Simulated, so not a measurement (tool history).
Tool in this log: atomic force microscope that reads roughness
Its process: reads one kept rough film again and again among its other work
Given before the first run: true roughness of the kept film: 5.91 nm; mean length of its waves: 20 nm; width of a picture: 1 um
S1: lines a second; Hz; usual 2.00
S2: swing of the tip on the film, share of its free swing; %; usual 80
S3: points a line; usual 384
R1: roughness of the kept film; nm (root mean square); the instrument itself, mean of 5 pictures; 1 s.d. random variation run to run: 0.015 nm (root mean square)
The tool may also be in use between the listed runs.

run 1 day=0.000 | S1=2.00 S2=80 S3=384 | R1=3.680
run 2 day=1.850 | S1=2.00 S2=80 S3=384 | R1=3.679
-- day=4.150 new tip fitted
run 3 day=4.346 | S1=2.00 S2=75 S3=384 | R1=3.854
run 4 day=6.162 | S1=2.00 S2=80 S3=333 | R1=3.674
run 5 day=8.654 | S1=2.00 S2=80 S3=333 | R1=3.687
-- day=10.283 new tip fitted
run 6 day=10.283 | S1=2.00 S2=80 S3=384 | R1=3.705
run 7 day=13.592 | S1=2.00 S2=80 S3=384 | R1=3.706
-- day=16.271 new tip fitted
run 8 day=16.667 | S1=2.00 S2=80 S3=384 | R1=3.717
run 9 day=19.321 | S1=2.00 S2=80 S3=687 | R1=3.753
-- day=22.242 new tip fitted
run 10 day=22.583 | S1=2.00 S2=80 S3=687 | R1=3.763
run 11 day=25.904 | S1=2.00 S2=67 S3=687 | R1=4.096
-- day=28.412 new tip fitted
run 12 day=28.929 | S1=2.00 S2=67 S3=687 | R1=4.125
run 13 day=30.750 | S1=2.00 S2=67 S3=687 | R1=4.119
run 14 day=32.550 | S1=2.00 S2=67 S3=687 | R1=4.073
run 15 day=33.983 | S1=2.00 S2=77 S3=384 | R1=3.807
-- day=34.567 new tip fitted
run 16 day=36.721 | S1=2.73 S2=81 S3=892 | R1=3.494
run 17 day=39.258 | S1=2.73 S2=81 S3=892 | R1=3.476
-- day=40.588 new tip fitted
run 18 day=41.438 | S1=0.79 S2=80 S3=355 | R1=4.125
run 19 day=43.450 | S1=0.79 S2=80 S3=355 | R1=4.172
run 20 day=46.262 | S1=0.79 S2=80 S3=355 | R1=4.125
-- day=46.758 new tip fitted
run 21 day=49.638 | S1=0.79 S2=80 S3=355 | R1=4.126
run 22 day=51.112 | S1=2.00 S2=80 S3=273 | R1=3.658
-- day=52.783 new tip fitted
run 23 day=53.942 | S1=2.00 S2=80 S3=273 | R1=3.636
run 24 day=56.604 | S1=2.32 S2=83 S3=329 | R1=3.481
run 25 day=58.254 | S1=2.32 S2=83 S3=329 | R1=3.451
-- day=58.962 new tip fitted
run 26 day=60.221 | S1=1.40 S2=57 S3=384 | R1=4.370
run 27 day=62.400 | S1=1.47 S2=70 S3=384 | R1=4.059
run 28 day=64.171 | S1=1.91 S2=59 S3=370 | R1=4.235
-- day=64.950 new tip fitted
run 29 day=67.154 | S1=2.19 S2=80 S3=288 | R1=3.592

Branching from run 29: 3 alternative next runs. What would each branch give?
run A day=70.304 | S1=0.94 S2=84 S3=314 | R1=?
run B day=70.304 | S1=0.78 S2=80 S3=371 | R1=?
run C day=70.304 | S1=1.69 S2=89 S3=384 | R1=?

run=A R1=3.947
run=B R1=4.155
run=C R1=3.507
The same runs, with their run-to-run variation unchanged, on a tool lacking any hidden condition would have given:
run=A R1=3.957
run=B R1=4.165
run=C R1=3.515
